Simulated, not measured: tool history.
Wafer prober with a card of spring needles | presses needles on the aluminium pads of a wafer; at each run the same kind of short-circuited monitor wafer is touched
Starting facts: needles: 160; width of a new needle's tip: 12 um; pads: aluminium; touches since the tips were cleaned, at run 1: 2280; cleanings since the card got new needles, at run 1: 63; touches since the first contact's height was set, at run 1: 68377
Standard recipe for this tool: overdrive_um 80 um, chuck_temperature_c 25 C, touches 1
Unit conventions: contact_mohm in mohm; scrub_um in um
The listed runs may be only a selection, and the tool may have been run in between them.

run,hour,overdrive_um,chuck_temperature_c,touches,touches since the tips were cleaned,cleanings since the card got new needles,touches since the first contact's height was set,contact_mohm,scrub_um
1,0.0,80,25,1,2280,63,68377,306,15.20
# hour 3.9: tips cleaned on abrasive film
# hour 11.8: tips cleaned on abrasive film
2,17.8,80,25,1,2766,65,76589,305,15.08
# hour 21.0: tips cleaned on abrasive film
# hour 29.5: tips cleaned on abrasive film
3,29.9,80,25,1,197,67,82173,273,15.10
# hour 38.5: tips cleaned on abrasive film
# hour 46.3: tips cleaned on abrasive film
# hour 46.6: height of the first contact set anew
4,46.7,80,25,1,39,69,39,273,15.62
# hour 55.0: tips cleaned on abrasive film
# hour 63.5: tips cleaned on abrasive film
5,69.0,80,25,2,2589,71,10382,292,15.52
# hour 72.2: tips cleaned on abrasive film
# hour 80.4: tips cleaned on abrasive film
# hour 88.9: tips cleaned on abrasive film
6,91.2,80,25,2,1052,74,20592,278,15.46
# hour 97.9: tips cleaned on abrasive film
# hour 106.1: tips cleaned on abrasive film
# hour 114.4: tips cleaned on abrasive film
7,115.2,80,25,2,346,77,31675,272,15.43
# hour 122.4: tips cleaned on abrasive film
# hour 131.0: tips cleaned on abrasive film
8,133.4,80,25,2,1124,79,40097,277,15.36
# hour 139.8: tips cleaned on abrasive film
# hour 148.6: tips cleaned on abrasive film
# hour 156.8: tips cleaned on abrasive film
9,156.8,80,25,1,0,82,50895,266,15.28
# hour 165.4: tips cleaned on abrasive film
# hour 173.5: tips cleaned on abrasive film
10,175.5,80,25,1,919,84,59561,288,15.25
# hour 182.7: tips cleaned on abrasive film
# hour 191.3: tips cleaned on abrasive film
# hour 199.7: tips cleaned on abrasive film
11,201.7,80,25,1,908,87,71666,282,15.18
# hour 208.6: tips cleaned on abrasive film
# hour 217.8: tips cleaned on abrasive film
12,221.9,80,25,1,1918,89,81012,299,15.11
# hour 225.8: tips cleaned on abrasive film
# hour 234.6: tips cleaned on abrasive film
13,238.3,80,25,1,1739,91,88615,296,15.06
# hour 240.5: height of the first contact set anew
# hour 244.5: tips cleaned on abrasive film
# hour 253.8: tips cleaned on abrasive film
# hour 263.0: tips cleaned on abrasive film
14,264.4,91,25,1,660,94,11001,278,17.74
# hour 270.9: tips cleaned on abrasive film
15,276.2,91,25,1,2466,95,16493,305,17.64
# hour 279.7: tips cleaned on abrasive film
# hour 288.4: tips cleaned on abrasive film
16,289.2,81,89,2,363,97,22479,290,15.69
# hour 297.5: tips cleaned on abrasive film
# hour 306.6: tips cleaned on abrasive film
17,309.6,81,89,2,1400,99,31928,306,15.54
# hour 314.9: tips cleaned on abrasive film
# hour 323.1: tips cleaned on abrasive film
18,328.7,81,89,2,2644,101,40763,300,15.60
# hour 331.5: tips cleaned on abrasive film
# hour 341.1: tips cleaned on abrasive film
19,344.7,100,32,2,1692,103,48144,282,19.27
# hour 349.1: tips cleaned on abrasive film
20,355.8,96,25,3,3140,104,53305,275,18.40
# hour 357.8: tips cleaned on abrasive film
# hour 366.0: tips cleaned on abrasive film
# hour 374.1: tips cleaned on abrasive film
21,374.1,96,25,3,0,107,61696,267,18.32
# hour 382.2: tips cleaned on abrasive film
# hour 390.1: tips cleaned on abrasive film
# hour 399.0: tips cleaned on abrasive film
22,399.5,96,72,3,277,110,73468,282,18.28
# hour 406.9: tips cleaned on abrasive film
# hour 415.2: tips cleaned on abrasive film
23,422.3,97,36,1,3360,112,84034,303,18.39
# hour 424.3: tips cleaned on abrasive film
# hour 432.9: tips cleaned on abrasive film
# hour 435.1: height of the first contact set anew
24,440.2,65,25,2,3286,114,2392,299,12.70
# hour 441.7: tips cleaned on abrasive film
# hour 450.6: tips cleaned on abrasive film
# hour 459.1: tips cleaned on abrasive film
25,464.5,80,112,1,2522,117,13605,329,15.51
# hour 468.0: tips cleaned on abrasive film
# hour 476.1: tips cleaned on abrasive film
26,479.3,83,41,2,1497,119,20442,284,16.06
# hour 484.3: tips cleaned on abrasive film
# hour 493.0: tips cleaned on abrasive film
27,497.4,91,25,1,2058,121,28813,297,17.59
# hour 501.7: tips cleaned on abrasive film
# hour 511.3: tips cleaned on abrasive film
# hour 519.2: tips cleaned on abrasive film
28,520.3,65,122,1,519,124,39389,317,12.45

Describe how what the log doesn't record of the tool's condition differs between the last listed run preceding each entry between runs and the first listed run following it.
Run 1 -> run 2: tips cleaned on abrasive film (hour 3.9); tips cleaned on abrasive film (hour 11.8)
  debris on the tips, nm: 95.3 -> 104.9; way that the needles fall short of the set height, um: 2.21 -> 2.47; tips' diameter, um: 14.61 -> 14.7
  the result without the hidden state subtracted from the measured one, contact_mohm: +36 -> +40 mohm; scrub_um: -0.43 -> -0.48 um
Run 2 -> run 3: tips cleaned on abrasive film (hour 21.0); tips cleaned on abrasive film (hour 29.5)
  debris on the tips, nm: 104.9 -> 15.9; way that the needles fall short of the set height, um: 2.47 -> 2.77; tips' diameter, um: 14.7 -> 14.81
  the result without the hidden state subtracted from the measured one, contact_mohm: +40 -> +5 mohm; scrub_um: -0.48 -> -0.54 um
Run 3 -> run 4: tips cleaned on abrasive film (hour 38.5); tips cleaned on abrasive film (hour 46.3); height of the first contact set anew (hour 46.6)
  debris on the tips, nm: 15.9 -> 14.4; way that the needles fall short of the set height, um: 2.77 -> 0; tips' diameter, um: 14.81 -> 14.89
  the result without the hidden state subtracted from the measured one, contact_mohm: +5 -> +4 mohm; scrub_um: -0.54 -> +0.00 um
Run 4 -> run 5: tips cleaned on abrasive film (hour 55.0); tips cleaned on abrasive film (hour 63.5)
  debris on the tips, nm: 14.4 -> 95.9; way that the needles fall short of the set height, um: 0 -> 0.27; tips' diameter, um: 14.89 -> 14.99
  the result without the hidden state subtracted from the measured one, contact_mohm: +4 -> +21 mohm; scrub_um: +0.00 -> -0.06 um
Run 5 -> run 6: tips cleaned on abrasive film (hour 72.2); tips cleaned on abrasive film (hour 80.4); tips cleaned on abrasive film (hour 88.9)
  debris on the tips, nm: 95.9 -> 50.1; way that the needles fall short of the set height, um: 0.27 -> 0.6; tips' diameter, um: 14.99 -> 15.1
  the result without the hidden state subtracted from the measured one, contact_mohm: +21 -> +10 mohm; scrub_um: -0.06 -> -0.12 um
Run 6 -> run 7: tips cleaned on abrasive film (hour 97.9); tips cleaned on abrasive film (hour 106.1); tips cleaned on abrasive film (hour 114.4)
  debris on the tips, nm: 50.1 -> 21.8; way that the needles fall short of the set height, um: 0.6 -> 0.95; tips' diameter, um: 15.1 -> 15.23
  the result without the hidden state subtracted from the measured one, contact_mohm: +10 -> +5 mohm; scrub_um: -0.12 -> -0.19 um
Run 7 -> run 8: tips cleaned on abrasive film (hour 122.4); tips cleaned on abrasive film (hour 131.0)
  debris on the tips, nm: 21.8 -> 53; way that the needles fall short of the set height, um: 0.95 -> 1.23; tips' diameter, um: 15.23 -> 15.32
  the result without the hidden state subtracted from the measured one, contact_mohm: +5 -> +12 mohm; scrub_um: -0.19 -> -0.24 um
Run 8 -> run 9: tips cleaned on abrasive film (hour 139.8); tips cleaned on abrasive film (hour 148.6); tips cleaned on abrasive film (hour 156.8)
  debris on the tips, nm: 53 -> 9.1; way that the needles fall short of the set height, um: 1.23 -> 1.53; tips' diameter, um: 15.32 -> 15.43
  the result without the hidden state subtracted from the measured one, contact_mohm: +12 -> +3 mohm; scrub_um: -0.24 -> -0.30 um
Run 9 -> run 10: tips cleaned on abrasive film (hour 165.4); tips cleaned on abrasive film (hour 173.5)
  debris on the tips, nm: 9.1 -> 54; way that the needles fall short of the set height, um: 1.53 -> 1.78; tips' diameter, um: 15.43 -> 15.51
  the result without the hidden state subtracted from the measured one, contact_mohm: +3 -> +21 mohm; scrub_um: -0.30 -> -0.35 um
Run 10 -> run 11: tips cleaned on abrasive film (hour 182.7); tips cleaned on abrasive film (hour 191.3); tips cleaned on abrasive film (hour 199.7)
  debris on the tips, nm: 54 -> 45.3; way that the needles fall short of the set height, um: 1.78 -> 2.16; tips' diameter, um: 15.51 -> 15.65
  the result without the hidden state subtracted from the measured one, contact_mohm: +21 -> +18 mohm; scrub_um: -0.35 -> -0.42 um
Run 11 -> run 12: tips cleaned on abrasive film (hour 208.6); tips cleaned on abrasive film (hour 217.8)
  debris on the tips, nm: 45.3 -> 78; way that the needles fall short of the set height, um: 2.16 -> 2.37; tips' diameter, um: 15.65 -> 15.72
  the result without the hidden state subtracted from the measured one, contact_mohm: +18 -> +32 mohm; scrub_um: -0.42 -> -0.46 um
Run 12 -> run 13: tips cleaned on abrasive film (hour 225.8); tips cleaned on abrasive film (hour 234.6)
  debris on the tips, nm: 78 -> 70.4; way that the needles fall short of the set height, um: 2.37 -> 2.57; tips' diameter, um: 15.72 -> 15.79
  the result without the hidden state subtracted from the measured one, contact_mohm: +32 -> +29 mohm; scrub_um: -0.46 -> -0.50 um
Run 13 -> run 14: height of the first contact set anew (hour 240.5); tips cleaned on abrasive film (hour 244.5); tips cleaned on abrasive film (hour 253.8); tips cleaned on abrasive film (hour 263.0)
  debris on the tips, nm: 70.4 -> 39; way that the needles fall short of the set height, um: 2.57 -> 0.33; tips' diameter, um: 15.79 -> 15.91
  the result without the hidden state subtracted from the measured one, contact_mohm: +29 -> +12 mohm; scrub_um: -0.50 -> -0.06 um
Run 14 -> run 15: tips cleaned on abrasive film (hour 270.9)
  debris on the tips, nm: 39 -> 104.3; way that the needles fall short of the set height, um: 0.33 -> 0.43; tips' diameter, um: 15.91 -> 15.94
  the result without the hidden state subtracted from the measured one, contact_mohm: +12 -> +34 mohm; scrub_um: -0.06 -> -0.09 um
Run 15 -> run 16: tips cleaned on abrasive film (hour 279.7); tips cleaned on abrasive film (hour 288.4)
  debris on the tips, nm: 104.3 -> 23.5; way that the needles fall short of the set height, um: 0.43 -> 0.69; tips' diameter, um: 15.94 -> 16.03
  the result without the hidden state subtracted from the measured one, contact_mohm: +34 -> +3 mohm; scrub_um: -0.09 -> -0.14 um
Run 16 -> run 17: tips cleaned on abrasive film (hour 297.5); tips cleaned on abrasive film (hour 306.6)
  debris on the tips, nm: 23.5 -> 68.4; way that the needles fall short of the set height, um: 0.69 -> 0.96; tips' diameter, um: 16.03 -> 16.13
  the result without the hidden state subtracted from the measured one, contact_mohm: +3 -> +14 mohm; scrub_um: -0.14 -> -0.19 um
Run 17 -> run 18: tips cleaned on abrasive film (hour 314.9); tips cleaned on abrasive film (hour 323.1)
  debris on the tips, nm: 68.4 -> 98.4; way that the needles fall short of the set height, um: 0.96 -> 1.14; tips' diameter, um: 16.13 -> 16.19
  the result without the hidden state subtracted from the measured one, contact_mohm: +14 -> +20 mohm; scrub_um: -0.19 -> -0.22 um
Run 18 -> run 19: tips cleaned on abrasive film (hour 331.5); tips cleaned on abrasive film (hour 341.1)
  debris on the tips, nm: 98.4 -> 67; way that the needles fall short of the set height, um: 1.14 -> 1.38; tips' diameter, um: 16.19 -> 16.27
  the result without the hidden state subtracted from the measured one, contact_mohm: +20 -> +10 mohm; scrub_um: -0.22 -> -0.27 um
Run 19 -> run 20: tips cleaned on abrasive film (hour 349.1)
  debris on the tips, nm: 67 -> 99.8; way that the needles fall short of the set height, um: 1.38 -> 1.52; tips' diameter, um: 16.27 -> 16.32
  the result without the hidden state subtracted from the measured one, contact_mohm: +10 -> +10 mohm; scrub_um: -0.27 -> -0.30 um
Run 20 -> run 21: tips cleaned on abrasive film (hour 357.8); tips cleaned on abrasive film (hour 366.0); tips cleaned on abrasive film (hour 374.1)
  debris on the tips, nm: 99.8 -> 10.8; way that the needles fall short of the set height, um: 1.52 -> 1.9; tips' diameter, um: 16.32 -> 16.46
  the result without the hidden state subtracted from the measured one, contact_mohm: +10 -> +0 mohm; scrub_um: -0.30 -> -0.37 um
Run 21 -> run 22: tips cleaned on abrasive film (hour 382.2); tips cleaned on abrasive film (hour 390.1); tips cleaned on abrasive film (hour 399.0)
  debris on the tips, nm: 10.8 -> 20.4; way that the needles fall short of the set height, um: 1.9 -> 2.28; tips' diameter, um: 16.46 -> 16.59
  the result without the hidden state subtracted from the measured one, contact_mohm: +0 -> +0 mohm; scrub_um: -0.37 -> -0.44 um
Run 22 -> run 23: tips cleaned on abrasive film (hour 406.9); tips cleaned on abrasive film (hour 415.2)
  debris on the tips, nm: 20.4 -> 104.3; way that the needles fall short of the set height, um: 2.28 -> 2.48; tips' diameter, um: 16.59 -> 16.66
  the result without the hidden state subtracted from the measured one, contact_mohm: +0 -> +33 mohm; scrub_um: -0.44 -> -0.48 um
Run 23 -> run 24: tips cleaned on abrasive film (hour 424.3); tips cleaned on abrasive film (hour 432.9); height of the first contact set anew (hour 435.1)
  debris on the tips, nm: 104.3 -> 104.8; way that the needles fall short of the set height, um: 2.48 -> 0; tips' diameter, um: 16.66 -> 16.74
  the result without the hidden state subtracted from the measured one, contact_mohm: +33 -> +37 mohm; scrub_um: -0.48 -> +0.00 um
Run 24 -> run 25: tips cleaned on abrasive film (hour 441.7); tips cleaned on abrasive film (hour 450.6); tips cleaned on abrasive film (hour 459.1)
  debris on the tips, nm: 104.8 -> 93.2; way that the needles fall short of the set height, um: 0 -> 0.37; tips' diameter, um: 16.74 -> 16.86
  the result without the hidden state subtracted from the measured one, contact_mohm: +37 -> +34 mohm; scrub_um: +0.00 -> -0.07 um
Run 25 -> run 26: tips cleaned on abrasive film (hour 468.0); tips cleaned on abrasive film (hour 476.1)
  debris on the tips, nm: 93.2 -> 70.1; way that the needles fall short of the set height, um: 0.37 -> 0.6; tips' diameter, um: 16.86 -> 16.95
  the result without the hidden state subtracted from the measured one, contact_mohm: +34 -> +15 mohm; scrub_um: -0.07 -> -0.11 um
Run 26 -> run 27: tips cleaned on abrasive film (hour 484.3); tips cleaned on abrasive film (hour 493.0)
  debris on the tips, nm: 70.1 -> 84.2; way that the needles fall short of the set height, um: 0.6 -> 0.88; tips' diameter, um: 16.95 -> 17.04
  the result without the hidden state subtracted from the measured one, contact_mohm: +15 -> +29 mohm; scrub_um: -0.11 -> -0.17 um
Run 27 -> run 28: tips cleaned on abrasive film (hour 501.7); tips cleaned on abrasive film (hour 511.3); tips cleaned on abrasive film (hour 519.2)
  debris on the tips, nm: 84.2 -> 34.4; way that the needles fall short of the set height, um: 0.88 -> 1.21; tips' diameter, um: 17.04 -> 17.16
  the result without the hidden state subtracted from the measured one, contact_mohm: +29 -> +18 mohm; scrub_um: -0.17 -> -0.24 um
